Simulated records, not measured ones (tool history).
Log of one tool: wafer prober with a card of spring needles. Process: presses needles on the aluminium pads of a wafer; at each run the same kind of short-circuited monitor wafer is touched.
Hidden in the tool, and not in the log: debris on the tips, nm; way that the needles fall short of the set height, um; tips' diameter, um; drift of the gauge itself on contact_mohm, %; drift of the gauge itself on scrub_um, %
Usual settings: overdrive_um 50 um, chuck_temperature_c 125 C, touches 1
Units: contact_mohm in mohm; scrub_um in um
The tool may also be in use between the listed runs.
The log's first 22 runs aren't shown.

run   hour  overdrive_um  chuck_temperature_c  touches  touches since the tips were cleaned  cleanings since the card got new needles  touches since the first contact's height was set  contact_mohm  scrub_um
     187.2  -- tips cleaned on abrasive film
     192.6  -- tips cleaned on abrasive film
 23  194.4            61                  125        3                                  646                                        67                                            125103           288      8.02
     197.1  -- tips cleaned on abrasive film
     202.1  -- tips cleaned on abrasive film
 24  202.1            61                  125        3                                    0                                        69                                            127899           254       7.9
     207.5  -- tips cleaned on abrasive film
 25  207.9            41                  125        2                                  132                                        70                                            130004           315      4.94
     212.3  -- tips cleaned on abrasive film
 26  215.4            33                   32        2                                 1135                                        71                                            132758           814      3.68
     217.6  -- tips cleaned on abrasive film
 27  221.5            52                  125        1                                 1451                                        72                                            134995           553      6.56
     222.7  -- tips cleaned on abrasive film
     227.2  -- tips cleaned on abrasive film
 28  230.2            50                  125        2                                 1110                                        74                                            138138           416      6.39
     232.2  -- tips cleaned on abrasive film
     237.2  -- tips cleaned on abrasive film
       242  -- tips cleaned on abrasive film
 29  242.4            50                  103        1                                  159                                        77                                            142566           327      6.18
     246.8  -- tips cleaned on abrasive film
     251.6  -- tips cleaned on abrasive film
 30  254.1            50                  103        1                                  909                                        79                                            146829           513       6.1

3 ways to go on from here, each from the tool as it stands after run 30. What would each give?
     256.9  -- tips cleaned on abrasive film
  A  260.4            50                   92        1                                 1273                                        80                                            149136             ?         ?
     256.9  -- tips cleaned on abrasive film
  B  260.4            50                  125        3                                 1273                                        80                                            149136             ?         ?
     256.9  -- tips cleaned on abrasive film
  C  260.4            50                   82        1                                 1273                                        80                                            149136             ?         ?

run  contact_mohm  scrub_um
  A           595      6.22
  B           379      6.19
  C           604       6.1
Without the tool's hidden state the same runs would have given:
run  contact_mohm  scrub_um
  A           239      7.56
  B           248      7.52
  C           238      7.44

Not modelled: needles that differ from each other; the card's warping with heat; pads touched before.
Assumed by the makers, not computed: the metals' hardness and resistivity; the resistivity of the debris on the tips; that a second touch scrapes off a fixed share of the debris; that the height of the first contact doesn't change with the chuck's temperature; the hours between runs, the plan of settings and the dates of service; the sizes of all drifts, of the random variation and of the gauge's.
